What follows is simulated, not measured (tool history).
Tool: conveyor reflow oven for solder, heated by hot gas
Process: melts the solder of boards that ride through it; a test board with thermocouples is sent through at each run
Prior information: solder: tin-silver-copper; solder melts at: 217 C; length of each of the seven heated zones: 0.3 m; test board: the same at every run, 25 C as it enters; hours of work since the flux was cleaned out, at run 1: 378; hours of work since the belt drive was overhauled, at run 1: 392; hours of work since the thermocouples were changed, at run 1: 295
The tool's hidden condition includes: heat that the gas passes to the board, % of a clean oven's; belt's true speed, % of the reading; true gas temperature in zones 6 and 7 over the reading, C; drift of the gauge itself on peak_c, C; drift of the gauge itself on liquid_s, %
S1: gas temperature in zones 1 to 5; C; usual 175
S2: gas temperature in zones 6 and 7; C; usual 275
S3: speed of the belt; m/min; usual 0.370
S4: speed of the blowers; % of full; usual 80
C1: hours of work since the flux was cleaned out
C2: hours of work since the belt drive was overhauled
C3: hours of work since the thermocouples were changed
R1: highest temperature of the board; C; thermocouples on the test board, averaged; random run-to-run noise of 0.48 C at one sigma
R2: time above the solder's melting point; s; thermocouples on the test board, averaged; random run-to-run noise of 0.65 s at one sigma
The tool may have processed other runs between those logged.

run,day,S1,S2,S3,S4,C1,C2,C3,R1,R2
1,0.000,175,275,0.370,80,378,392,295,259.1,79.8
2,0.892,175,275,0.370,80,390,404,307,259.0,80.2
3,1.483,175,275,0.370,80,397,411,315,258.4,78.0
4,2.204,175,275,0.370,80,407,421,324,258.4,79.3
5,2.662,175,275,0.370,80,413,427,330,258.5,79.9
6,3.183,175,275,0.311,80,420,434,337,263.0,98.9
7,3.812,175,275,0.370,80,428,442,345,258.1,78.9
8,4.696,175,275,0.370,80,440,454,357,259.4,79.6
9,5.312,175,275,0.370,80,448,462,365,257.5,78.6
10,6.133,175,275,0.370,50,458,472,376,250.0,70.2
# day 6.496: flux residue cleaned out of gas plates and filters
11,6.929,175,271,0.370,50,6,480,383,250.9,71.2
12,7.704,175,271,0.370,50,16,490,394,249.7,71.2
13,8.550,175,271,0.370,50,27,501,405,251.6,72.1
14,9.012,175,271,0.370,50,33,507,411,250.9,71.8
15,9.712,175,275,0.370,80,42,517,420,261.6,81.8
16,10.354,177,275,0.337,71,51,525,428,263.3,92.3
17,10.746,165,277,0.337,51,56,530,433,257.7,81.2
18,11.329,165,277,0.337,51,63,538,441,257.2,80.2
19,11.867,165,277,0.337,51,70,545,448,257.2,82.5
20,12.446,187,284,0.309,87,78,552,456,275.1,114.0
21,13.329,187,285,0.309,54,90,564,467,271.5,112.3
22,14.229,163,271,0.370,80,101,576,479,255.8,72.0
23,14.950,176,284,0.407,72,111,585,489,263.9,75.9
24,15.779,176,284,0.407,72,122,596,499,264.3,75.2
25,16.312,176,286,0.339,72,129,603,506,271.2,97.3
26,16.767,182,275,0.427,76,135,609,512,256.2,69.2
27,17.162,175,281,0.400,78,140,614,518,262.7,76.4
28,18.033,175,279,0.370,78,151,626,529,263.3,82.7
29,18.708,175,279,0.370,78,160,635,538,264.3,84.7
30,19.229,175,279,0.370,78,167,641,545,263.7,83.6

Per-run results on a tool with no hidden state, each run keeping its own random variation:
run,R1,R2
1,262.9,82.6
2,262.9,83.1
3,262.4,80.9
4,262.5,82.3
5,262.6,83.0
6,266.5,101.2
7,262.4,82.0
8,263.8,82.8
9,262.0,81.9
10,254.0,74.2
11,251.8,71.4
12,250.7,71.5
13,252.7,72.5
14,252.0,72.3
15,263.0,82.0
16,264.7,92.5
17,259.0,81.6
18,258.6,80.7
19,258.6,83.0
20,276.7,113.6
21,273.1,112.1
22,257.8,73.0
23,266.0,76.5
24,266.4,75.8
25,273.3,97.4
26,258.5,70.1
27,265.0,77.1
28,265.7,83.4
29,266.8,85.5
30,266.2,84.4
